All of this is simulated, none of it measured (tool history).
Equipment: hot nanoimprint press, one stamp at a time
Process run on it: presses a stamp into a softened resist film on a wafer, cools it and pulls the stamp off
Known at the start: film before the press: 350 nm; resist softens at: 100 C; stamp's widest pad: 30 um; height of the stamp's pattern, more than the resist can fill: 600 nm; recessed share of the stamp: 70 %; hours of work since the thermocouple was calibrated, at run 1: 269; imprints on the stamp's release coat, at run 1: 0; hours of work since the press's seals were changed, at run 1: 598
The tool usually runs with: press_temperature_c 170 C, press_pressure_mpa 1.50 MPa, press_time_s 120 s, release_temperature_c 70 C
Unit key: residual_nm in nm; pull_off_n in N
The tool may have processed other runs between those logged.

run	day	press_temperature_c	press_pressure_mpa	press_time_s	release_temperature_c	hours of work since the thermocouple was calibrated	imprints on the stamp's release coat	hours of work since the press's seals were changed	residual_nm	pull_off_n
1	0.000	170	1.50	120	70	269	0	598	157.6	124
2	0.721	170	1.50	120	70	281	94	611	157.1	126
# day 1.038: plate thermocouple calibrated
3	1.538	170	1.50	120	70	9	185	623	160.3	129
4	2.550	170	1.50	120	70	27	318	641	162.2	130
5	3.196	170	1.50	120	70	38	403	652	161.9	129
6	3.838	170	1.50	120	70	49	487	664	161.5	130
7	4.450	170	1.50	120	70	60	567	674	161.1	132
# day 5.275: plate thermocouple calibrated, once more
8	5.312	170	1.50	120	70	1	664	687	147.4	131
9	6.104	179	1.50	120	70	15	768	701	98.3	132
10	7.025	170	1.50	120	70	31	889	718	147.9	133
11	8.162	170	1.50	120	70	51	1038	738	150.0	137
12	8.917	170	1.50	120	70	64	1137	751	150.9	135
# day 9.429: stamp cleaned and given a new release coat
13	10.142	170	1.50	120	64	81	93	768	150.1	130
14	10.967	161	1.50	120	70	96	202	782	227.3	127
15	12.058	177	1.50	120	70	115	345	802	110.5	129
16	12.992	170	1.50	120	70	131	467	818	151.9	128
17	14.046	170	1.50	120	70	150	606	837	152.5	129
18	14.842	170	1.50	210	77	164	710	851	127.2	129
19	15.629	170	1.50	210	77	178	814	865	129.3	127
20	16.725	174	1.50	210	77	197	957	884	105.4	129
21	17.733	170	1.50	73	62	215	1090	902	181.8	143
# day 18.550: stamp cleaned and given a new release coat
22	18.621	175	1.50	120	70	226	9	913	123.5	128
23	19.175	175	1.50	120	70	236	82	923	123.3	124
24	19.775	175	1.50	120	70	246	161	933	124.2	126
25	20.433	175	1.50	120	70	258	247	945	125.0	124
26	20.996	175	1.08	120	66	268	321	954	151.0	130
27	21.688	180	1.03	129	66	280	412	967	121.1	133
# day 22.058: plate thermocouple calibrated
28	22.558	170	1.15	143	69	9	509	980	162.9	129
29	23.454	170	1.15	143	69	25	627	996	162.7	133
30	24.171	170	1.50	120	72	37	721	1008	152.2	128
31	24.912	170	1.50	120	72	50	818	1021	150.7	130

Forecast each of these 3 alternatives for the next run:
A	25.438	180	2.11	120	64	59	887	1030	?	?
B	25.438	165	1.50	120	72	59	887	1030	?	?
C	25.438	164	1.50	120	72	59	887	1030	?	?

run	residual_nm	pull_off_n
A	78.5	136
B	190.8	132
C	197.9	131
With no hidden state in the tool, these same runs would have given:
run	residual_nm	pull_off_n
A	73.5	126
B	181.9	122
C	188.9	121
